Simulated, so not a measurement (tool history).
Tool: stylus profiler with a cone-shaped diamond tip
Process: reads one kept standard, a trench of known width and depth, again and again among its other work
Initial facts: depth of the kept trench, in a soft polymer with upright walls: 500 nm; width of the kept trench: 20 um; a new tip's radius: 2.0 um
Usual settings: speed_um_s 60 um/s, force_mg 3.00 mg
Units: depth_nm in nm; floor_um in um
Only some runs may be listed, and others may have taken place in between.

run 1 hour=0.0 | speed_um_s=60 force_mg=3.00 | depth_nm=508.87 floor_um=16.90
run 2 hour=16.0 | speed_um_s=60 force_mg=3.00 | depth_nm=508.86 floor_um=16.86
run 3 hour=28.0 | speed_um_s=60 force_mg=3.00 | depth_nm=509.02 floor_um=16.86
run 4 hour=41.3 | speed_um_s=60 force_mg=3.00 | depth_nm=508.70 floor_um=16.87
run 5 hour=65.6 | speed_um_s=41 force_mg=3.00 | depth_nm=509.01 floor_um=16.88
run 6 hour=81.5 | speed_um_s=41 force_mg=3.00 | depth_nm=508.54 floor_um=16.89
run 7 hour=103.0 | speed_um_s=57 force_mg=3.00 | depth_nm=508.35 floor_um=16.91
run 8 hour=118.1 | speed_um_s=57 force_mg=3.00 | depth_nm=508.61 floor_um=16.90
run 9 hour=145.4 | speed_um_s=57 force_mg=3.00 | depth_nm=508.94 floor_um=16.88
run 10 hour=166.3 | speed_um_s=60 force_mg=3.00 | depth_nm=508.81 floor_um=16.86
run 11 hour=189.5 | speed_um_s=60 force_mg=2.63 | depth_nm=507.85 floor_um=16.78
run 12 hour=213.0 | speed_um_s=68 force_mg=3.00 | depth_nm=508.90 floor_um=16.79
run 13 hour=230.4 | speed_um_s=68 force_mg=3.00 | depth_nm=508.61 floor_um=16.80
run 14 hour=251.8 | speed_um_s=68 force_mg=3.00 | depth_nm=508.63 floor_um=16.78
run 15 hour=269.0 | speed_um_s=60 force_mg=3.00 | depth_nm=508.50 floor_um=16.79
run 16 hour=289.6 | speed_um_s=233 force_mg=3.00 | depth_nm=508.78 floor_um=16.33
run 17 hour=301.9 | speed_um_s=233 force_mg=3.00 | depth_nm=508.80 floor_um=16.36
run 18 hour=317.2 | speed_um_s=123 force_mg=5.10 | depth_nm=512.80 floor_um=16.74
run 19 hour=331.3 | speed_um_s=123 force_mg=5.10 | depth_nm=512.39 floor_um=16.70
run 20 hour=344.5 | speed_um_s=123 force_mg=5.10 | depth_nm=512.66 floor_um=16.70
run 21 hour=371.7 | speed_um_s=123 force_mg=5.10 | depth_nm=512.48 floor_um=16.70
run 22 hour=395.5 | speed_um_s=173 force_mg=1.66 | depth_nm=505.35 floor_um=16.28
run 23 hour=421.6 | speed_um_s=74 force_mg=8.03 | depth_nm=517.43 floor_um=16.80
-- hour=423.5 height scale calibrated on a step standard
run 24 hour=444.3 | speed_um_s=96 force_mg=1.33 | depth_nm=504.49 floor_um=16.49
run 25 hour=465.5 | speed_um_s=16 force_mg=2.51 | depth_nm=507.32 floor_um=16.86
run 26 hour=492.0 | speed_um_s=65 force_mg=6.53 | depth_nm=514.85 floor_um=16.77
-- hour=513.2 height scale calibrated on a step standard, once more
run 27 hour=514.3 | speed_um_s=65 force_mg=6.53 | depth_nm=515.66 floor_um=16.75
run 28 hour=538.9 | speed_um_s=152 force_mg=4.24 | depth_nm=511.53 floor_um=16.55
run 29 hour=551.3 | speed_um_s=73 force_mg=5.28 | depth_nm=513.33 floor_um=16.68
run 30 hour=563.4 | speed_um_s=73 force_mg=5.28 | depth_nm=513.53 floor_um=16.73
run 31 hour=586.1 | speed_um_s=83 force_mg=3.00 | depth_nm=508.83 floor_um=16.62
run 32 hour=609.7 | speed_um_s=40 force_mg=7.34 | depth_nm=516.73 floor_um=16.77
run 33 hour=622.1 | speed_um_s=75 force_mg=1.82 | depth_nm=506.60 floor_um=16.59

Forecast each of these 5 alternatives for the next run:
run A hour=639.4 | speed_um_s=181 force_mg=4.23 | depth_nm=? floor_um=?
run B hour=639.4 | speed_um_s=60 force_mg=1.49 | depth_nm=? floor_um=?
run C hour=639.4 | speed_um_s=58 force_mg=2.13 | depth_nm=? floor_um=?
run D hour=639.4 | speed_um_s=133 force_mg=1.66 | depth_nm=? floor_um=?
run E hour=639.4 | speed_um_s=20 force_mg=4.07 | depth_nm=? floor_um=?

run=A depth_nm=511.55 floor_um=16.39
run=B depth_nm=505.49 floor_um=16.58
run=C depth_nm=507.55 floor_um=16.60
run=D depth_nm=506.12 floor_um=16.34
run=E depth_nm=510.94 floor_um=16.75
What these runs would have given with no unlogged condition in the tool:
run=A depth_nm=511.77 floor_um=16.93
run=B depth_nm=505.71 floor_um=17.12
run=C depth_nm=507.77 floor_um=17.15
run=D depth_nm=506.35 floor_um=16.89
run=E depth_nm=511.17 floor_um=17.29

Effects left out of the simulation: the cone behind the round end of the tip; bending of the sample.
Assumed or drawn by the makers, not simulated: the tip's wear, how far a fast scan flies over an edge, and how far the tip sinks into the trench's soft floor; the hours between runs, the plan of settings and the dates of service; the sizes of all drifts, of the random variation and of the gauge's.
